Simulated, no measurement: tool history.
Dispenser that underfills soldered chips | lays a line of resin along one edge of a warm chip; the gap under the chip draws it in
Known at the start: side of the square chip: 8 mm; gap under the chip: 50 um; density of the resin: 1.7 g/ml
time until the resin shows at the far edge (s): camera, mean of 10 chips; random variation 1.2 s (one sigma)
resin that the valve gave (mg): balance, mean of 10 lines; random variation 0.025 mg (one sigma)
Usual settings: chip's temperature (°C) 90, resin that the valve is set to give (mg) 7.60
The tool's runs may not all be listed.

run	day	chip's temperature (°C)	resin that the valve is set to give (mg)	time until the resin shows at the far edge (s)	resin that the valve gave (mg)
1	0.000	90	7.60	195.4	7.39
# day 0.288: new syringe of resin
2	0.646	90	7.60	183.2	7.36
# day 0.962: new syringe of resin
3	1.012	90	7.60	127.8	7.34
4	1.488	82	7.60	307.9	7.30
# day 1.667: new syringe of resin
# day 1.708: dispensing valve cleaned and set on the balance
5	2.075	82	8.65	254.4	8.59
# day 2.388: new syringe of resin
6	2.683	82	8.65	228.4	8.55
# day 3.088: new syringe of resin
7	3.300	82	8.65	203.7	8.48
# day 3.779: new syringe of resin
8	3.888	103	9.29	80.6	9.09
9	4.179	86	9.76	216.1	9.42
# day 4.483: new syringe of resin
10	4.571	95	7.30	107.4	7.08
# day 5.138: dispensing valve cleaned and set on the balance
# day 5.238: new syringe of resin
11	5.250	95	7.30	102.7	7.25
12	5.650	95	7.30	172.6	7.24
# day 5.925: new syringe of resin
13	6.242	88	9.66	187.7	9.47

Forecast each of these 5 alternatives for the next run:
# day 6.600: new syringe of resin
A	6.825	96	6.76	?	?
# day 6.600: new syringe of resin
B	6.825	88	9.54	?	?
# day 6.600: new syringe of resin
C	6.825	99	7.34	?	?
# day 6.600: new syringe of resin
D	6.825	81	8.91	?	?
# day 6.600: new syringe of resin
E	6.825	88	9.17	?	?

run	time until the resin shows at the far edge (s)	resin that the valve gave (mg)
A	130.2	6.59
B	162.4	9.35
C	112.0	7.17
D	216.9	8.72
E	163.8	8.95
Without the tool's hidden state the same runs would have given:
run	time until the resin shows at the far edge (s)	resin that the valve gave (mg)
A	95.1	6.75
B	119.4	9.57
C	81.9	7.34
D	159.3	8.92
E	120.3	9.16
